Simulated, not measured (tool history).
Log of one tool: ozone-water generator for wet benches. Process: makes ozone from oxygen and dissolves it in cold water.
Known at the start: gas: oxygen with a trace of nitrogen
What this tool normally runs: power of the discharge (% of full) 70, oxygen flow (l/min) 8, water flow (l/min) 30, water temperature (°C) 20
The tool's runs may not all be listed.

run    day  power of the discharge (% of full)  oxygen flow (l/min)  water flow (l/min)  water temperature (°C)  dissolved ozone (ppm)  ozone in the gas ahead of the water (g/m3)
  1      0                                  70                    8                  30                      20                   26.1                                       273.7
  2  0.775                                  70                    8                  30                      20                   25.9                                       275.6
  3  1.808                                  70                    8                  30                      20                   25.8                                       272.8
  4  2.912                                  70                 5.57                  30                      20                     24                                       307.6
  5   3.85                                  70                 5.57                  30                      20                   24.1                                       309.4
  6  5.075                                  70                 5.57                  30                      20                   24.2                                       312.2
  7  5.788                                  70                 5.57                  30                      20                   23.8                                       309.5
  8  7.088                                  70                 5.57                  30                      20                   23.9                                       307.4
  9  8.229                                  70                 5.57                  30                      20                   23.8                                       310.9
 10  8.775                                  70                   10                  30                      17                   28.3                                       252.6

Estimate the outcome of run 11 from the log above:
 11  9.954                                  70                   10                  30                      17                      ?                                           ?

Logged for run 11: dissolved ozone (ppm) 28.1, ozone in the gas ahead of the water (g/m3) 252.3.
Were there no unlogged condition in the tool, this run, its random variation unchanged, would have produced dissolved ozone (ppm) 28.9, ozone in the gas ahead of the water (g/m3) 254.4.
